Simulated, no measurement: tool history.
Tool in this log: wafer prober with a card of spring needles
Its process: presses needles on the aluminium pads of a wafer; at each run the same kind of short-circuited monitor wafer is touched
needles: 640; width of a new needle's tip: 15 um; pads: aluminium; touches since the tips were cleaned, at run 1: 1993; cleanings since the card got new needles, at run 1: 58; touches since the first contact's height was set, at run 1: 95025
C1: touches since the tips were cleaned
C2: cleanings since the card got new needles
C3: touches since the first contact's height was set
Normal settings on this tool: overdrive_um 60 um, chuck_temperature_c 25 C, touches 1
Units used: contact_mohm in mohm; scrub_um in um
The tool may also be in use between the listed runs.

Run 1, hour 0: usual settings; C1 1993; C2 58; C3 95025. Result: contact_mohm 239 mohm, scrub_um 15.04 um.
At hour 7.5: tips cleaned on abrasive film.
At hour 19.1: tips cleaned on abrasive film.
Run 2, hour 20.2: usual settings; C1 857; C2 60; C3 110395. Result: contact_mohm 214 mohm, scrub_um 15.19 um.
At hour 30.2: tips cleaned on abrasive film.
At hour 41.4: tips cleaned on abrasive film.
At hour 51.4: tips cleaned on abrasive film.
Run 3, hour 55.3: usual settings; C1 3053; C2 63; C3 137185. Result: contact_mohm 244 mohm, scrub_um 15.21 um.
At hour 61.9: tips cleaned on abrasive film.
At hour 74.2: tips cleaned on abrasive film.
At hour 86.1: tips cleaned on abrasive film.
At hour 98.5: tips cleaned on abrasive film.
Run 4, hour 99.1: usual settings; C1 464; C2 67; C3 170548. Result: contact_mohm 212 mohm, scrub_um 14.96 um.
At hour 108.9: tips cleaned on abrasive film.
At hour 120.9: tips cleaned on abrasive film.
At hour 132.8: tips cleaned on abrasive film.
Run 5, hour 138.6: usual settings but touches 2; C1 4420; C2 70; C3 200629. Result: contact_mohm 234 mohm, scrub_um 14.86 um.
At hour 143.6: tips cleaned on abrasive film.
At hour 151.3: height of the first contact set anew.
At hour 156.3: tips cleaned on abrasive film.
Run 6, hour 157.4: usual settings but touches 2; C1 835; C2 72; C3 4632. Result: contact_mohm 209 mohm, scrub_um 15.35 um.
At hour 167.4: tips cleaned on abrasive film.
Run 7, hour 175.9: usual settings but chuck_temperature_c 34 C, touches 2; C1 6488; C2 73; C3 18715. Result: contact_mohm 233 mohm, scrub_um 15.46 um.
At hour 178.4: tips cleaned on abrasive film.
At hour 190.2: tips cleaned on abrasive film.
At hour 202.5: tips cleaned on abrasive film.
At hour 214.9: tips cleaned on abrasive film.
Run 8, hour 218.8: usual settings but chuck_temperature_c 34 C, touches 2; C1 2977; C2 77; C3 51404. Result: contact_mohm 229 mohm, scrub_um 15.39 um.
At hour 226.3: tips cleaned on abrasive film.
At hour 236.8: tips cleaned on abrasive film.
Run 9, hour 236.8: usual settings; C1 0; C2 79; C3 65106. Result: contact_mohm 207 mohm, scrub_um 15.22 um.
At hour 247.8: tips cleaned on abrasive film.
At hour 259.3: tips cleaned on abrasive film.
Run 10, hour 261.5: usual settings; C1 1675; C2 81; C3 83959. Result: contact_mohm 230 mohm, scrub_um 15.32 um.
At hour 271: tips cleaned on abrasive film.
At hour 281: tips cleaned on abrasive film.
At hour 293.4: tips cleaned on abrasive film.
Run 11, hour 294.4: usual settings; C1 766; C2 84; C3 109042. Result: contact_mohm 220 mohm, scrub_um 15.19 um.
At hour 304.3: tips cleaned on abrasive film.
At hour 316.1: tips cleaned on abrasive film.
Run 12, hour 321.4: usual settings but touches 2; C1 4047; C2 86; C3 129579. Result: contact_mohm 231 mohm, scrub_um 15.29 um.
At hour 326.4: tips cleaned on abrasive film.
At hour 338.8: tips cleaned on abrasive film.
At hour 350.1: tips cleaned on abrasive film.
Run 13, hour 355.3: usual settings but touches 2; C1 4013; C2 89; C3 155472. Result: contact_mohm 236 mohm, scrub_um 15.22 um.
At hour 360.4: tips cleaned on abrasive film.
At hour 372.5: tips cleaned on abrasive film.
At hour 384.6: tips cleaned on abrasive film.
Run 14, hour 392: usual settings but touches 2; C1 5729; C2 92; C3 183435. Result: contact_mohm 231 mohm, scrub_um 15.14 um.
At hour 396.7: tips cleaned on abrasive film.
At hour 408.9: tips cleaned on abrasive film.
At hour 418.8: tips cleaned on abrasive film.
At hour 426.2: height of the first contact set anew.
Run 15, hour 426.2: usual settings but chuck_temperature_c 124 C, touches 2; C1 5451; C2 95; C3 0. Result: contact_mohm 252 mohm, scrub_um 15.35 um.
At hour 431.3: tips cleaned on abrasive film.
At hour 443.3: tips cleaned on abrasive film.
Run 16, hour 450.9: usual settings but overdrive_um 49 um, touches 2; C1 5831; C2 97; C3 18788. Result: contact_mohm 260 mohm, scrub_um 12.51 um.
At hour 455.1: tips cleaned on abrasive film.
At hour 466.9: tips cleaned on abrasive film.
Run 17, hour 475.1: usual settings; C1 6274; C2 99; C3 37272. Result: contact_mohm 267 mohm, scrub_um 15.4 um.
At hour 477.1: tips cleaned on abrasive film.
At hour 489: tips cleaned on abrasive film.
At hour 500.8: tips cleaned on abrasive film.
At hour 510.8: tips cleaned on abrasive film.
Run 18, hour 511.3: usual settings but chuck_temperature_c 49 C, touches 2; C1 420; C2 103; C3 64803. Result: contact_mohm 213 mohm, scrub_um 15.21 um.
At hour 522.8: tips cleaned on abrasive film.
At hour 534.4: tips cleaned on abrasive film.
At hour 545.7: tips cleaned on abrasive film.
Run 19, hour 553.5: usual settings but overdrive_um 58 um, chuck_temperature_c 34 C; C1 5927; C2 106; C3 96972. Result: contact_mohm 270 mohm, scrub_um 14.74 um.
At hour 556: tips cleaned on abrasive film.
At hour 566: tips cleaned on abrasive film.
At hour 577.3: tips cleaned on abrasive film.
Run 20, hour 577.3: usual settings but overdrive_um 58 um, chuck_temperature_c 34 C; C1 0; C2 109; C3 115088. Result: contact_mohm 204 mohm, scrub_um 14.63 um.
At hour 589.1: tips cleaned on abrasive film.
Run 21, hour 598.6: usual settings but overdrive_um 58 um, chuck_temperature_c 34 C; C1 7263; C2 110; C3 131355. Result: contact_mohm 279 mohm, scrub_um 14.64 um.
At hour 600.6: tips cleaned on abrasive film.
At hour 613: tips cleaned on abrasive film.
At hour 624.6: tips cleaned on abrasive film.
At hour 635.8: tips cleaned on abrasive film.
Run 22, hour 636.1: usual settings but overdrive_um 58 um, chuck_temperature_c 60 C; C1 274; C2 114; C3 159931. Result: contact_mohm 214 mohm, scrub_um 14.54 um.
At hour 646.1: tips cleaned on abrasive film.
At hour 658.3: tips cleaned on abrasive film.
At hour 668.2: tips cleaned on abrasive film.
Run 23, hour 677.5: usual settings but overdrive_um 58 um, chuck_temperature_c 60 C; C1 7140; C2 117; C3 191505. Result: contact_mohm 284 mohm, scrub_um 14.48 um.
At hour 680.1: tips cleaned on abrasive film.
At hour 692.5: tips cleaned on abrasive film.
At hour 702.2: height of the first contact set anew.
At hour 704.8: tips cleaned on abrasive film.
At hour 716: tips cleaned on abrasive film.
Run 24, hour 716: usual settings but overdrive_um 58 um, chuck_temperature_c 60 C; C1 0; C2 121; C3 10456. Result: contact_mohm 216 mohm, scrub_um 14.83 um.

For run 25, what comes out?
At hour 728: tips cleaned on abrasive film.
At hour 738.5: tips cleaned on abrasive film.
Run 25, hour 738.5: usual settings but chuck_temperature_c 73 C, touches 3; C1 0; C2 123; C3 27547. Result: contact_mohm ?, scrub_um ?.

Run 25 produced contact_mohm 209 mohm, scrub_um 15.28 um.
If the tool had no hidden condition, the same run with the same run-to-run variation would have returned contact_mohm 202 mohm, scrub_um 15.34 um.
